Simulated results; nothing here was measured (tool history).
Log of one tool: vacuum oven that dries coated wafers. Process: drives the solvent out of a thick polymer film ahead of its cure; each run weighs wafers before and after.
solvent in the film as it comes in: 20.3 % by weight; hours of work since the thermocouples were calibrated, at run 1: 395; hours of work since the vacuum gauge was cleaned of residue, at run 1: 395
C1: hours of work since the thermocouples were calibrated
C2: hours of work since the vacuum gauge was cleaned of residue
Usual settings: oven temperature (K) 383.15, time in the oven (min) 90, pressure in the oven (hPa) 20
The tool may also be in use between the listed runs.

{"run": 1, "hour": 0.0, "oven temperature (K)": 383.15, "time in the oven (min)": 90, "pressure in the oven (hPa)": 20, "C1": 395, "C2": 395, "solvent left in the film (%)": 1.161}
{"run": 2, "hour": 36.5, "oven temperature (K)": 383.15, "time in the oven (min)": 90, "pressure in the oven (hPa)": 20, "C1": 420, "C2": 420, "solvent left in the film (%)": 1.161}
{"run": 3, "hour": 77.6, "oven temperature (K)": 383.15, "time in the oven (min)": 90, "pressure in the oven (hPa)": 20, "C1": 449, "C2": 449, "solvent left in the film (%)": 1.157}
{"run": 4, "hour": 112.1, "oven temperature (K)": 383.15, "time in the oven (min)": 90, "pressure in the oven (hPa)": 20, "C1": 472, "C2": 472, "solvent left in the film (%)": 1.151}
{"run": 5, "hour": 151.2, "oven temperature (K)": 383.15, "time in the oven (min)": 90, "pressure in the oven (hPa)": 20, "C1": 499, "C2": 499, "solvent left in the film (%)": 1.154}
{"run": 6, "hour": 197.3, "oven temperature (K)": 383.15, "time in the oven (min)": 90, "pressure in the oven (hPa)": 20, "C1": 531, "C2": 531, "solvent left in the film (%)": 1.149}
{"run": 7, "hour": 228.0, "oven temperature (K)": 383.15, "time in the oven (min)": 90, "pressure in the oven (hPa)": 20, "C1": 552, "C2": 552, "solvent left in the film (%)": 1.131}
{"run": 8, "hour": 255.9, "oven temperature (K)": 370.15, "time in the oven (min)": 66, "pressure in the oven (hPa)": 10.1, "C1": 572, "C2": 572, "solvent left in the film (%)": 5.446}
{"run": 9, "hour": 282.7, "oven temperature (K)": 395.15, "time in the oven (min)": 85, "pressure in the oven (hPa)": 42.9, "C1": 590, "C2": 590, "solvent left in the film (%)": 1.043}
{"run": 10, "hour": 315.3, "oven temperature (K)": 383.15, "time in the oven (min)": 90, "pressure in the oven (hPa)": 47.2, "C1": 613, "C2": 613, "solvent left in the film (%)": 2.049}
{"run": 11, "hour": 348.1, "oven temperature (K)": 383.15, "time in the oven (min)": 45, "pressure in the oven (hPa)": 20, "C1": 636, "C2": 636, "solvent left in the film (%)": 3.223}
{"run": 12, "hour": 390.9, "oven temperature (K)": 383.15, "time in the oven (min)": 45, "pressure in the oven (hPa)": 20, "C1": 665, "C2": 665, "solvent left in the film (%)": 3.218}
{"run": 13, "hour": 422.7, "oven temperature (K)": 396.15, "time in the oven (min)": 45, "pressure in the oven (hPa)": 20, "C1": 687, "C2": 687, "solvent left in the film (%)": 0.779}

3 ways to go on from here, each from the tool as it stands after run 13. What would each give?
{"run": "A", "hour": 457.8, "oven temperature (K)": 396.15, "time in the oven (min)": 51, "pressure in the oven (hPa)": 23.8, "C1": 711, "C2": 711, "solvent left in the film (%)": "?"}
{"run": "B", "hour": 457.8, "oven temperature (K)": 396.15, "time in the oven (min)": 45, "pressure in the oven (hPa)": 61.3, "C1": 711, "C2": 711, "solvent left in the film (%)": "?"}
{"run": "C", "hour": 457.8, "oven temperature (K)": 385.15, "time in the oven (min)": 130, "pressure in the oven (hPa)": 20, "C1": 711, "C2": 711, "solvent left in the film (%)": "?"}

run=A solvent_left_in_the_film_(%)=0.753
run=B solvent_left_in_the_film_(%)=1.688
run=C solvent_left_in_the_film_(%)=0.756
Without the tool's hidden state the same runs would have given:
run=A solvent_left_in_the_film_(%)=0.799
run=B solvent_left_in_the_film_(%)=1.801
run=C solvent_left_in_the_film_(%)=0.737
